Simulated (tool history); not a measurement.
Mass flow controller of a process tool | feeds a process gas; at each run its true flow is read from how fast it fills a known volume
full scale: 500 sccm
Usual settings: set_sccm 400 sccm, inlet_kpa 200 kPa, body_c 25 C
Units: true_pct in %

| run | hour | set_sccm | inlet_kpa | body_c | true_pct |
|---|---|---|---|---|---|
| 1 | 0 | 400 | 200 | 25 | 99.61 |
| 2 | 59.1 | 400 | 200 | 25 | 99.6 |
| 3 | 102.7 | 400 | 200 | 25 | 99.51 |
| 4 | 177.3 | 400 | 200 | 25 | 99.53 |
| 5 | 255.9 | 400 | 156 | 25 | 99.3 |
| 6 | 326.3 | 400 | 156 | 25 | 99.3 |
| 7 | 397.5 | 61 | 200 | 25 | 96.85 |
| 8 | 455.3 | 61 | 200 | 25 | 96.78 |
| 9 | 539.2 | 61 | 200 | 25 | 96.8 |
| 10 | 609.2 | 75 | 166 | 22 | 96.78 |
| 11 | 674.8 | 208 | 140 | 34 | 98.2 |
| 12 | 736.5 | 208 | 140 | 34 | 98.08 |
| 13 | 788.3 | 114 | 140 | 21 | 96.77 |
| 14 | 842.5 | 114 | 153 | 21 | 97 |
| 15 | 895.5 | 220 | 164 | 25 | 98.01 |
| 16 | 935.5 | 215 | 225 | 26 | 98.4 |
| 17 | 1005.7 | 450 | 225 | 22 | 99.96 |
| 18 | 1101.2 | 450 | 225 | 22 | 99.99 |

5 ways to go on from here, each from the tool as it stands after run 18. What would each give?
| A | 1164.6 | 116 | 158 | 25 | ? |
| B | 1164.6 | 450 | 259 | 27 | ? |
| C | 1164.6 | 450 | 225 | 24 | ? |
| D | 1164.6 | 89 | 187 | 34 | ? |
| E | 1164.6 | 385 | 194 | 32 | ? |

| run | true_pct |
|---|---|
| A | 97.1 |
| B | 100.43 |
| C | 100.09 |
| D | 97.15 |
| E | 99.68 |
Without the tool's hidden state the same runs would have given:
| run | true_pct |
|---|---|
| A | 97.29 |
| B | 100.14 |
| C | 99.81 |
| D | 97.53 |
| E | 99.42 |
